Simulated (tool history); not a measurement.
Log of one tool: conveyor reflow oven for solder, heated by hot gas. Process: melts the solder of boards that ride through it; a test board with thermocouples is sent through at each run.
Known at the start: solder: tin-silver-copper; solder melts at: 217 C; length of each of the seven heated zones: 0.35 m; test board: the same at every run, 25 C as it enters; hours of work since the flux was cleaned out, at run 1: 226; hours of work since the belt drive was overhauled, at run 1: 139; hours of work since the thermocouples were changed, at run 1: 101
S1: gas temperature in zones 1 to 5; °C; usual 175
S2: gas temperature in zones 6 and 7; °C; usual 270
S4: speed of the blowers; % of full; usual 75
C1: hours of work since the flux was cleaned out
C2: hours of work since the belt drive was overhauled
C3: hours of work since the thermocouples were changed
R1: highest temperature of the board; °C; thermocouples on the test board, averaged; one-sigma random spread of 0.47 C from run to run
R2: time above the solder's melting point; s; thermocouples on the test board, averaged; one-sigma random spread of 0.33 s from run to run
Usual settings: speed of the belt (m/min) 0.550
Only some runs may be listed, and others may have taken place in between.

run 1 hour=0.0 | S1=175 S2=270 speed_of_the_belt_(m/min)=0.550 S4=75 | C1=226 C2=139 C3=101 | R1=253.2 R2=57.8
run 2 hour=17.1 | S1=175 S2=270 speed_of_the_belt_(m/min)=0.550 S4=75 | C1=233 C2=146 C3=108 | R1=253.7 R2=57.9
run 3 hour=40.0 | S1=175 S2=270 speed_of_the_belt_(m/min)=0.543 S4=75 | C1=243 C2=156 C3=118 | R1=253.6 R2=58.8
run 4 hour=66.3 | S1=175 S2=270 speed_of_the_belt_(m/min)=0.543 S4=75 | C1=254 C2=167 C3=128 | R1=253.3 R2=59.2
run 5 hour=85.3 | S1=175 S2=270 speed_of_the_belt_(m/min)=0.543 S4=75 | C1=262 C2=175 C3=136 | R1=252.7 R2=59.2
-- hour=111.6 flux residue cleaned out of gas plates and filters
run 6 hour=116.2 | S1=169 S2=270 speed_of_the_belt_(m/min)=0.543 S4=75 | C1=2 C2=185 C3=147 | R1=254.5 R2=58.6
run 7 hour=131.4 | S1=169 S2=283 speed_of_the_belt_(m/min)=0.543 S4=75 | C1=8 C2=192 C3=153 | R1=267.0 R2=64.9
run 8 hour=154.1 | S1=175 S2=270 speed_of_the_belt_(m/min)=0.445 S4=75 | C1=18 C2=201 C3=163 | R1=260.0 R2=79.8
run 9 hour=170.4 | S1=175 S2=270 speed_of_the_belt_(m/min)=0.454 S4=75 | C1=24 C2=208 C3=169 | R1=260.3 R2=78.2
run 10 hour=195.3 | S1=175 S2=270 speed_of_the_belt_(m/min)=0.550 S4=75 | C1=35 C2=218 C3=180 | R1=255.6 R2=60.2
run 11 hour=211.3 | S1=175 S2=270 speed_of_the_belt_(m/min)=0.550 S4=75 | C1=41 C2=225 C3=186 | R1=254.8 R2=60.2
run 12 hour=224.6 | S1=175 S2=270 speed_of_the_belt_(m/min)=0.550 S4=75 | C1=47 C2=230 C3=192 | R1=255.1 R2=60.0
run 13 hour=250.2 | S1=175 S2=270 speed_of_the_belt_(m/min)=0.550 S4=75 | C1=57 C2=241 C3=202 | R1=254.4 R2=59.6
run 14 hour=267.2 | S1=175 S2=270 speed_of_the_belt_(m/min)=0.550 S4=75 | C1=64 C2=248 C3=209 | R1=254.3 R2=60.1
run 15 hour=281.7 | S1=178 S2=270 speed_of_the_belt_(m/min)=0.550 S4=75 | C1=70 C2=254 C3=215 | R1=255.2 R2=61.2
run 16 hour=298.4 | S1=175 S2=270 speed_of_the_belt_(m/min)=0.550 S4=75 | C1=77 C2=261 C3=222 | R1=254.1 R2=59.8
run 17 hour=319.6 | S1=182 S2=262 speed_of_the_belt_(m/min)=0.613 S4=80 | C1=86 C2=269 C3=231 | R1=247.1 R2=50.4
run 18 hour=331.5 | S1=179 S2=262 speed_of_the_belt_(m/min)=0.591 S4=80 | C1=91 C2=274 C3=236 | R1=247.0 R2=51.9
run 19 hour=344.7 | S1=179 S2=262 speed_of_the_belt_(m/min)=0.591 S4=80 | C1=96 C2=280 C3=241 | R1=246.9 R2=52.4
run 20 hour=369.6 | S1=181 S2=284 speed_of_the_belt_(m/min)=0.469 S4=87 | C1=107 C2=290 C3=252 | R1=274.2 R2=84.9
run 21 hour=384.9 | S1=174 S2=270 speed_of_the_belt_(m/min)=0.522 S4=75 | C1=113 C2=296 C3=258 | R1=255.8 R2=63.9
run 22 hour=404.9 | S1=179 S2=270 speed_of_the_belt_(m/min)=0.550 S4=53 | C1=121 C2=305 C3=266 | R1=250.4 R2=54.9
run 23 hour=425.0 | S1=175 S2=274 speed_of_the_belt_(m/min)=0.610 S4=57 | C1=130 C2=313 C3=275 | R1=248.0 R2=47.2
run 24 hour=444.2 | S1=184 S2=269 speed_of_the_belt_(m/min)=0.450 S4=57 | C1=137 C2=321 C3=283 | R1=256.3 R2=79.0
run 25 hour=466.6 | S1=176 S2=269 speed_of_the_belt_(m/min)=0.576 S4=50 | C1=147 C2=330 C3=292 | R1=244.3 R2=45.9
run 26 hour=486.9 | S1=176 S2=280 speed_of_the_belt_(m/min)=0.584 S4=50 | C1=155 C2=339 C3=300 | R1=252.1 R2=52.5
run 27 hour=501.8 | S1=179 S2=276 speed_of_the_belt_(m/min)=0.501 S4=90 | C1=161 C2=345 C3=306 | R1=265.2 R2=74.2
run 28 hour=522.0 | S1=171 S2=276 speed_of_the_belt_(m/min)=0.501 S4=56 | C1=170 C2=353 C3=315 | R1=256.4 R2=64.7
run 29 hour=547.1 | S1=163 S2=276 speed_of_the_belt_(m/min)=0.569 S4=53 | C1=180 C2=363 C3=325 | R1=248.4 R2=46.8
run 30 hour=564.7 | S1=163 S2=276 speed_of_the_belt_(m/min)=0.476 S4=87 | C1=187 C2=371 C3=332 | R1=263.6 R2=72.4
run 31 hour=590.7 | S1=175 S2=273 speed_of_the_belt_(m/min)=0.465 S4=75 | C1=198 C2=381 C3=343 | R1=260.3 R2=76.0

Subtracting, for every run, the result it would have given without the tool's unlogged condition from the measured result gives the following. The same run-to-run variation enters both numbers; the gauge's scatter may not:
The hidden state here: heat that the gas passes to the board, % of a clean oven's; belt's true speed, % of the reading; true gas temperature in zones 6 and 7 over the reading, C; drift of the gauge itself on peak_c, C; drift of the gauge itself on liquid_s, %.
run=1 R1=-2.5 R2=-2.0
run=2 R1=-2.6 R2=-2.1
run=3 R1=-2.7 R2=-2.1
run=4 R1=-2.8 R2=-2.2
run=5 R1=-2.9 R2=-2.3
run=6 R1=-0.4 R2=+0.0
run=7 R1=-0.4 R2=+0.1
run=8 R1=-0.5 R2=+0.1
run=9 R1=-0.6 R2=+0.0
run=10 R1=-0.7 R2=-0.2
run=11 R1=-0.8 R2=-0.2
run=12 R1=-0.8 R2=-0.3
run=13 R1=-1.0 R2=-0.4
run=14 R1=-1.0 R2=-0.4
run=15 R1=-1.1 R2=-0.4
run=16 R1=-1.1 R2=-0.5
run=17 R1=-1.3 R2=-0.8
run=18 R1=-1.2 R2=-0.8
run=19 R1=-1.4 R2=-0.9
run=20 R1=-1.4 R2=+0.0
run=21 R1=-1.5 R2=-0.7
run=22 R1=-1.3 R2=-0.9
run=23 R1=-1.6 R2=-1.1
run=24 R1=-1.3 R2=-0.5
run=25 R1=-1.5 R2=-1.4
run=26 R1=-1.7 R2=-1.0
run=27 R1=-2.0 R2=-0.4
run=28 R1=-1.9 R2=-0.9
run=29 R1=-2.2 R2=-1.7
run=30 R1=-2.3 R2=-1.0
run=31 R1=-2.1 R2=-0.8

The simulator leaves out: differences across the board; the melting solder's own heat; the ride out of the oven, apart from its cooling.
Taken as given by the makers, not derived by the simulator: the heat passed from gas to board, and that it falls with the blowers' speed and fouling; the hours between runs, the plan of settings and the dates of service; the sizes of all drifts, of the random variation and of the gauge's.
